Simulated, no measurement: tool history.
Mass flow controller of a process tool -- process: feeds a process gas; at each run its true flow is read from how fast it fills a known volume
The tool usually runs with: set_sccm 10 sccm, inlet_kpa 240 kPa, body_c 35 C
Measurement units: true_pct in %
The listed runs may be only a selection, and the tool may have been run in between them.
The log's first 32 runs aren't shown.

run,hour,set_sccm,inlet_kpa,body_c,hours of work since the controller was set to zero,hours of work since the controller was changed,true_pct
33,12084.7,6,165,25,2892,6549,97.8
34,12611.3,4,168,35,3243,6900,99.34
35,13081.5,4,168,35,3556,7213,99.48
36,13501.9,4,223,24,3837,7494,98.33
37,13925.9,7,240,35,4119,7776,98.54
38,14373.4,7,240,35,4418,8075,98.5
39,14614.9,7,225,35,4579,8236,98.5
40,14939.6,7,150,35,4795,8452,98.88
41,15283.1,7,150,35,5024,8681,98.94
42,15778.4,3,227,25,5355,9012,100.1
# hour 15890.4: controller's zero set anew
43,16306.7,6,251,35,278,9364,96.47
44,16679,6,193,35,526,9612,96.74
45,17063.3,6,193,35,782,9868,96.59
46,17479.2,4,165,24,1059,10145,95.79
47,17834.8,4,165,24,1296,10382,95.8

5 options for the next run, each taken on its own from the tool as it stands now. Forecast them:
A,18220.8,6,165,24,1554,10640,?
B,18220.8,6,208,20,1554,10640,?
C,18220.8,3,261,23,1554,10640,?
D,18220.8,4,149,24,1554,10640,?
E,18220.8,2,165,21,1554,10640,?

run,true_pct
A,95.81
B,95.29
C,95.96
D,96.14
E,96.59
With no hidden state in the tool, these same runs would have given:
run,true_pct
A,98.15
B,97.63
C,97.51
D,98.09
E,97.36
